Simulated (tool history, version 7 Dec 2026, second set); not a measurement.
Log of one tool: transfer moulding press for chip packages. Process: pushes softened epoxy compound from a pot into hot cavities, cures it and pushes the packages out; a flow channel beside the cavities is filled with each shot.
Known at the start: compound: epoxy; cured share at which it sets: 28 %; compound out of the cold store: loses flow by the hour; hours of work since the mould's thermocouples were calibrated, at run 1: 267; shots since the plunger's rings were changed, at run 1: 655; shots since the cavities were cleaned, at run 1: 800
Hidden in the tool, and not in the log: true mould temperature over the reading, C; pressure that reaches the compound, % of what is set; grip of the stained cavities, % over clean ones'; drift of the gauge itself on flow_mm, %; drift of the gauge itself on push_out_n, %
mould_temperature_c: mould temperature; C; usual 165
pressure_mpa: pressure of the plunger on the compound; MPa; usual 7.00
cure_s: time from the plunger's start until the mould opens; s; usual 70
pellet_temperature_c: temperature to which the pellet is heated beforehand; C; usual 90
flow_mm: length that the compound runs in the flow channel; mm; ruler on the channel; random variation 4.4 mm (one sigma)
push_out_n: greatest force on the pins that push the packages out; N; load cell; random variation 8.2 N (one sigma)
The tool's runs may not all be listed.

run   hour  mould_temperature_c  pressure_mpa  cure_s  pellet_temperature_c  hours of work since the mould's thermocouples were calibrated  shots since the plunger's rings were changed  shots since the cavities were cleaned  incoming compound's hours out of the cold store  flow_mm  push_out_n
  1    0.0                  165          7.00      70                    90                                                            267                                           655                                    800                                             35.8      909         598
       3.4  -- cavities cleaned with cleaning compound and waxed
  2   14.9                  168          7.00      70                    90                                                            273                                           781                                    108                                             30.0      925         331
  3   24.8                  165          7.00      70                    99                                                            277                                           875                                    202                                             34.1      902         402
  4   39.0                  165          7.00      70                    99                                                            284                                          1010                                    337                                             19.6      962         470
  5   51.3                  165          7.00      70                    90                                                            289                                          1126                                    453                                             35.1      903         533
  6   62.8                  165          7.00      70                    90                                                            294                                          1234                                    561                                             41.9      878         575
  7   73.7                  169          7.00      70                    90                                                            299                                          1338                                    665                                             39.5      873         441
  8   83.9                  169          7.00      70                    90                                                            303                                          1435                                    762                                             34.0      896         462
      91.2  -- cavities cleaned with cleaning compound and waxed
  9   91.9                  163          7.00      70                    90                                                            306                                          1496                                      7                                             35.0      903         396
 10  107.4                  163          7.54      70                    90                                                            313                                          1642                                    153                                             10.4     1039         521
     111.6  -- mould's thermocouples calibrated
 11  117.7                  163          7.54      70                    90                                                              3                                          1721                                    232                                             30.5      947         533
 12  127.3                  167          7.45      74                    88                                                              7                                          1812                                    323                                             31.0      925         395
 13  138.5                  167          7.45      74                    88                                                             12                                          1917                                    428                                             23.4      958         435
 14  152.7                  167          7.45      74                    88                                                             18                                          2052                                    563                                             11.3      998         460
     169.1  -- mould's thermocouples calibrated, once more
 15  169.9                  163          7.92      80                    95                                                              0                                          2195                                    706                                             42.5      922         477
     182.8  -- cavities cleaned with cleaning compound and waxed
 16  187.1                  163          7.92      80                    95                                                              7                                          2345                                     42                                             34.7      939         304
 17  201.8                  160          8.15      97                    98                                                             14                                          2484                                    181                                             37.7      957         298
 18  212.3                  160          7.17      97                    91                                                             18                                          2583                                    280                                             26.9      935         323
 19  222.5                  166          5.24      86                    92                                                             23                                          2679                                    376                                             47.8      724         328
 20  229.7                  166          5.24      86                    92                                                             26                                          2747                                    444                                             42.1      733         350
 21  245.2                  166          5.79      86                    86                                                             33                                          2894                                    591                                             20.2      838         383

Forecast each of these 4 alternatives for the next run:
  A  256.5                  166          5.79      72                    86                                                             38                                          3001                                    698                                             43.1        ?           ?
  B  256.5                  165          6.42      74                    89                                                             38                                          3001                                    698                                             30.8        ?           ?
  C  256.5                  166          7.00      70                    90                                                             38                                          3001                                    698                                             19.1        ?           ?
  D  256.5                  160          7.00      70                    94                                                             38                                          3001                                    698                                             36.7        ?           ?

run  flow_mm  push_out_n
  A      771         530
  B      858         520
  C      933         561
  D      880         832
Without the tool's hidden state the same runs would have given:
run  flow_mm  push_out_n
  A      819         301
  B      913         297
  C      993         317
  D      936         474
